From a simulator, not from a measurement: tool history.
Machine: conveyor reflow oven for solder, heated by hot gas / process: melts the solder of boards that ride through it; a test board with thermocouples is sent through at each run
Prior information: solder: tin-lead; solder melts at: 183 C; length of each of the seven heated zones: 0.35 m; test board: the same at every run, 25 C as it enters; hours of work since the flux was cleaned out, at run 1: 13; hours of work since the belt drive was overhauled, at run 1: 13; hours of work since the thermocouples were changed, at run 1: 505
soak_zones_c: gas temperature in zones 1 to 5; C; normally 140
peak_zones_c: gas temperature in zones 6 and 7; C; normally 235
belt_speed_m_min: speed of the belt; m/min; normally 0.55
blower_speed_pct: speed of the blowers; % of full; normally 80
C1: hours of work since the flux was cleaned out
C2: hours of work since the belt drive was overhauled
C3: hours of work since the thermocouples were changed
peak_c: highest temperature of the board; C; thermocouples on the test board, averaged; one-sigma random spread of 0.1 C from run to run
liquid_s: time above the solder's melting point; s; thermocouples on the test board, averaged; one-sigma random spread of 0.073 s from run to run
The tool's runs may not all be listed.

Run 1, hour 0: usual settings; C1 13; C2 13; C3 505. Result: peak_c 223.3 C, liquid_s 63.18 s.
Run 2, hour 61.9: usual settings; C1 60; C2 60; C3 552. Result: peak_c 223.2 C, liquid_s 63.11 s.
Run 3, hour 139.3: usual settings but soak_zones_c 149 C; C1 119; C2 119; C3 610. Result: peak_c 223.7 C, liquid_s 66.77 s.
At hour 186.2: thermocouples of zones 6 and 7 changed.
Run 4, hour 191.7: usual settings but soak_zones_c 149 C; C1 157; C2 157; C3 4. Result: peak_c 224.5 C, liquid_s 67.03 s.
At hour 211.5: flux residue cleaned out of gas plates and filters.
Run 5, hour 269.8: usual settings but soak_zones_c 149 C, peak_zones_c 223 C; C1 44; C2 213; C3 60. Result: peak_c 213.8 C, liquid_s 60.88 s.
Run 6, hour 319.8: usual settings but soak_zones_c 149 C, peak_zones_c 223 C; C1 82; C2 251; C3 98. Result: peak_c 213.6 C, liquid_s 60.65 s.
Run 7, hour 373.1: usual settings but soak_zones_c 142 C; C1 123; C2 291; C3 138. Result: peak_c 223.4 C, liquid_s 64.19 s.
At hour 432.8: flux residue cleaned out of gas plates and filters.
Run 8, hour 432.8: usual settings but soak_zones_c 142 C; C1 0; C2 333; C3 180. Result: peak_c 224.1 C, liquid_s 64.7 s.
Run 9, hour 529.2: usual settings but soak_zones_c 142 C; C1 73; C2 406; C3 253. Result: peak_c 223.6 C, liquid_s 64.42 s.
Run 10, hour 609.1: usual settings but soak_zones_c 142 C; C1 134; C2 466; C3 313. Result: peak_c 223.2 C, liquid_s 64.37 s.
At hour 655.1: flux residue cleaned out of gas plates and filters.
Run 11, hour 675.6: usual settings but blower_speed_pct 65 % of full; C1 16; C2 513; C3 360. Result: peak_c 220.9 C, liquid_s 61.88 s.
Run 12, hour 767.5: usual settings but blower_speed_pct 65 % of full; C1 85; C2 583; C3 430. Result: peak_c 220.6 C, liquid_s 61.65 s.
Run 13, hour 831: usual settings but blower_speed_pct 65 % of full; C1 133; C2 631; C3 478. Result: peak_c 220.3 C, liquid_s 61.45 s.
At hour 877.1: flux residue cleaned out of gas plates and filters.
Run 14, hour 910.8: usual settings but peak_zones_c 232 C; C1 26; C2 688; C3 535. Result: peak_c 220.4 C, liquid_s 62.26 s.
Run 15, hour 997.6: usual settings; C1 91; C2 753; C3 600. Result: peak_c 222.7 C, liquid_s 63.74 s.
At hour 1036.3: belt drive overhauled, speed set with a stopwatch.
At hour 1056: thermocouples of zones 6 and 7 changed.
Run 16, hour 1068.8: usual settings; C1 141; C2 23; C3 10. Result: peak_c 223.5 C, liquid_s 64.67 s.
At hour 1110.5: flux residue cleaned out of gas plates and filters.
Run 17, hour 1131.1: usual settings but soak_zones_c 132 C, peak_zones_c 237 C, belt_speed_m_min 0.529 m/min; C1 16; C2 67; C3 53. Result: peak_c 226.3 C, liquid_s 66.54 s.
Run 18, hour 1220.8: usual settings but soak_zones_c 132 C, peak_zones_c 237 C, belt_speed_m_min 0.529 m/min; C1 84; C2 135; C3 121. Result: peak_c 225.6 C, liquid_s 66.15 s.
Run 19, hour 1289.5: usual settings but soak_zones_c 132 C, peak_zones_c 224 C, belt_speed_m_min 0.529 m/min, blower_speed_pct 82 % of full; C1 136; C2 187; C3 173. Result: peak_c 213.6 C, liquid_s 58.05 s.
At hour 1339: flux residue cleaned out of gas plates and filters.
Run 20, hour 1353.4: usual settings but soak_zones_c 132 C, peak_zones_c 224 C, belt_speed_m_min 0.529 m/min, blower_speed_pct 82 % of full; C1 11; C2 231; C3 218. Result: peak_c 214.1 C, liquid_s 58.55 s.
At hour 1399: belt drive overhauled, speed set with a stopwatch, once more.
Run 21, hour 1429.9: usual settings but soak_zones_c 132 C, peak_zones_c 224 C, belt_speed_m_min 0.529 m/min, blower_speed_pct 82 % of full; C1 66; C2 23; C3 273. Result: peak_c 213.2 C, liquid_s 56.21 s.

Run 22 has not been measured yet. What should we expect?
Run 22, hour 1481.2: usual settings but soak_zones_c 132 C, peak_zones_c 224 C, belt_speed_m_min 0.529 m/min, blower_speed_pct 82 % of full; C1 105; C2 62; C3 312. Result: peak_c ?, liquid_s ?.

Run 22 gave peak_c 212.9 C, liquid_s 56.09 s.
Minus the tool's unlogged condition, the same run would have read peak_c 214.4 C, liquid_s 57.34 s.
